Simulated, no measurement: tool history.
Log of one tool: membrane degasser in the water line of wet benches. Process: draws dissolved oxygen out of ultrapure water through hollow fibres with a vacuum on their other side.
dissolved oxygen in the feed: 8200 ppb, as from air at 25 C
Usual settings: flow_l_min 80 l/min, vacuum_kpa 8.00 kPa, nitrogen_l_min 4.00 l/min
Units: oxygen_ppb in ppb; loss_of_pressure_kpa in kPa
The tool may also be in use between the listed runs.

run	hour	flow_l_min	vacuum_kpa	nitrogen_l_min	oxygen_ppb	loss_of_pressure_kpa
1	0.0	80	8.00	4.00	331.8	33.17
2	33.5	121	8.00	4.00	577.2	49.69
3	79.0	69	8.00	4.00	269.7	28.39
4	102.8	69	8.00	4.00	270.2	28.47
5	136.0	69	8.00	4.00	271.5	28.50
6	184.0	80	5.85	4.00	244.5	33.06
7	219.1	80	5.85	4.00	246.8	33.04
8	249.4	80	5.85	2.97	281.9	33.10
9	293.5	80	11.33	2.97	580.3	33.12
# hour 301.4: vacuum gauge calibrated
10	343.6	89	7.84	2.97	426.1	36.75
11	367.6	69	8.00	4.00	258.1	28.70
12	405.3	63	7.34	10.49	121.6	25.82
13	435.4	80	5.03	9.47	151.9	33.20
14	460.6	76	6.74	2.61	311.1	31.47
15	481.9	76	6.74	2.61	312.2	31.44
16	518.1	76	7.06	5.32	225.3	31.61
17	546.1	76	11.67	7.38	298.0	31.67
18	581.4	50	8.00	4.93	145.2	20.65

Forecast each of these 5 alternatives for the next run:
A	615.0	101	7.36	2.58	?	?
B	615.0	50	5.13	4.93	?	?
C	615.0	85	15.63	4.00	?	?
D	615.0	81	8.00	4.93	?	?
E	615.0	71	7.45	4.93	?	?

run	oxygen_ppb	loss_of_pressure_kpa
A	498.5	41.84
B	78.7	20.86
C	663.9	35.27
D	292.7	33.66
E	224.1	29.28
Without the tool's hidden state the same runs would have given:
run	oxygen_ppb	loss_of_pressure_kpa
A	488.8	41.38
B	75.9	20.63
C	657.2	34.89
D	286.1	33.29
E	218.9	28.96
